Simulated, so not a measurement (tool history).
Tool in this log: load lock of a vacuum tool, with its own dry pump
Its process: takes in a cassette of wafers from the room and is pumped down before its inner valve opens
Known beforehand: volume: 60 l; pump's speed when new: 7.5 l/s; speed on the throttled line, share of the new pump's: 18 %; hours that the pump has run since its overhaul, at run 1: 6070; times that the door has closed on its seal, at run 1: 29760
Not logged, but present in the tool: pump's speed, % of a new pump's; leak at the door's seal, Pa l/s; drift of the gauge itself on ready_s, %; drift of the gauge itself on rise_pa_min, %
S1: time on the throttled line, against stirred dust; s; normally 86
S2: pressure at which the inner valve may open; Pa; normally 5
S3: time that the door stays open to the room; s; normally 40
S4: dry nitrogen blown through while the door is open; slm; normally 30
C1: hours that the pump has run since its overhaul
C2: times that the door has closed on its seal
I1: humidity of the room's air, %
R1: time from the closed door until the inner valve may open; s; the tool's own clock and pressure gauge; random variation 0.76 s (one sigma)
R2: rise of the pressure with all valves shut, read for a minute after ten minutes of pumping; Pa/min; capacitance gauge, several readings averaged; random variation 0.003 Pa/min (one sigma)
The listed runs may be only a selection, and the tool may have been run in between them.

{"run": 1, "day": 0.0, "S1": 86, "S2": 5, "S3": 40, "S4": 30, "C1": 6070, "C2": 29760, "I1": 46.9, "R1": 152.5, "R2": 0.093}
{"run": 2, "day": 18.204, "S1": 86, "S2": 5, "S3": 40, "S4": 30, "C1": 6507, "C2": 31368, "I1": 43.3, "R1": 152.3, "R2": 0.099}
{"run": 3, "day": 26.804, "S1": 86, "S2": 5, "S3": 40, "S4": 30, "C1": 6714, "C2": 32127, "I1": 44.8, "R1": 153, "R2": 0.107}
{"run": 4, "day": 39.896, "S1": 86, "S2": 5, "S3": 40, "S4": 30, "C1": 7028, "C2": 33283, "I1": 46.1, "R1": 152.4, "R2": 0.11}
{"run": 5, "day": 59.921, "S1": 86, "S2": 5, "S3": 40, "S4": 30, "C1": 7508, "C2": 35052, "I1": 44.1, "R1": 153.6, "R2": 0.122}
{"run": 6, "day": 70.842, "S1": 86, "S2": 5, "S3": 40, "S4": 30, "C1": 7770, "C2": 36016, "I1": 45.1, "R1": 152.2, "R2": 0.12}
{"run": 7, "day": 80.867, "S1": 86, "S2": 5, "S3": 40, "S4": 30, "C1": 8011, "C2": 36901, "I1": 46, "R1": 155.2, "R2": 0.12}
{"run": 8, "day": 93.483, "S1": 124, "S2": 5, "S3": 40, "S4": 30, "C1": 8314, "C2": 38015, "I1": 45.8, "R1": 185.2, "R2": 0.125}
{"run": 9, "day": 108.542, "S1": 124, "S2": 5, "S3": 40, "S4": 30, "C1": 8675, "C2": 39345, "I1": 42.3, "R1": 185.8, "R2": 0.131}
{"run": 10, "day": 116.979, "S1": 124, "S2": 5, "S3": 40, "S4": 19, "C1": 8878, "C2": 40090, "I1": 46.8, "R1": 185.4, "R2": 0.147}
{"run": 11, "day": 129.183, "S1": 161, "S2": 5, "S3": 56, "S4": 30, "C1": 9171, "C2": 41168, "I1": 44.2, "R1": 216.6, "R2": 0.141}
{"run": 12, "day": 144.417, "S1": 141, "S2": 8, "S3": 51, "S4": 21, "C1": 9536, "C2": 42513, "I1": 44.5, "R1": 197.1, "R2": 0.151}
{"run": 13, "day": 156.808, "S1": 66, "S2": 4, "S3": 234, "S4": 11, "C1": 9834, "C2": 43608, "I1": 44.8, "R1": 141.1, "R2": 0.227}
{"run": 14, "day": 167.738, "S1": 86, "S2": 5, "S3": 231, "S4": 30, "C1": 10096, "C2": 44573, "I1": 45.5, "R1": 157.4, "R2": 0.205}
{"day": 173.5, "done": "door's seal changed, seat wiped"}
{"run": 15, "day": 183.771, "S1": 86, "S2": 5, "S3": 116, "S4": 12, "C1": 10479, "C2": 907, "I1": 44.5, "R1": 156.4, "R2": 0.064}
{"run": 16, "day": 197.146, "S1": 77, "S2": 5, "S3": 40, "S4": 15, "C1": 10800, "C2": 2088, "I1": 44.1, "R1": 148.8, "R2": 0.036}
{"run": 17, "day": 217.471, "S1": 86, "S2": 5, "S3": 63, "S4": 5, "C1": 11288, "C2": 3883, "I1": 45.6, "R1": 156, "R2": 0.065}

What if the next run were any one of these 5? Each begins from the tool's condition after run 17:
{"run": "A", "day": 238.408, "S1": 86, "S2": 7, "S3": 202, "S4": 16, "C1": 11791, "C2": 5732, "I1": 42.8, "R1": "?", "R2": "?"}
{"run": "B", "day": 238.408, "S1": 102, "S2": 5, "S3": 63, "S4": 44, "C1": 11791, "C2": 5732, "I1": 45.3, "R1": "?", "R2": "?"}
{"run": "C", "day": 238.408, "S1": 109, "S2": 9, "S3": 63, "S4": 5, "C1": 11791, "C2": 5732, "I1": 42.3, "R1": "?", "R2": "?"}
{"run": "D", "day": 238.408, "S1": 164, "S2": 5, "S3": 124, "S4": 5, "C1": 11791, "C2": 5732, "I1": 42.2, "R1": "?", "R2": "?"}
{"run": "E", "day": 238.408, "S1": 171, "S2": 5, "S3": 40, "S4": 16, "C1": 11791, "C2": 5732, "I1": 44.3, "R1": "?", "R2": "?"}

run=A R1=154.4 R2=0.091
run=B R1=168.6 R2=0.04
run=C R1=169.4 R2=0.059
run=D R1=219.7 R2=0.075
run=E R1=225.2 R2=0.042
Take away the tool's hidden state, keep each run's random variation, and the runs would have read:
run=A R1=149.6 R2=0.084
run=B R1=163.8 R2=0.033
run=C R1=165.2 R2=0.052
run=D R1=215.8 R2=0.068
run=E R1=221.4 R2=0.035
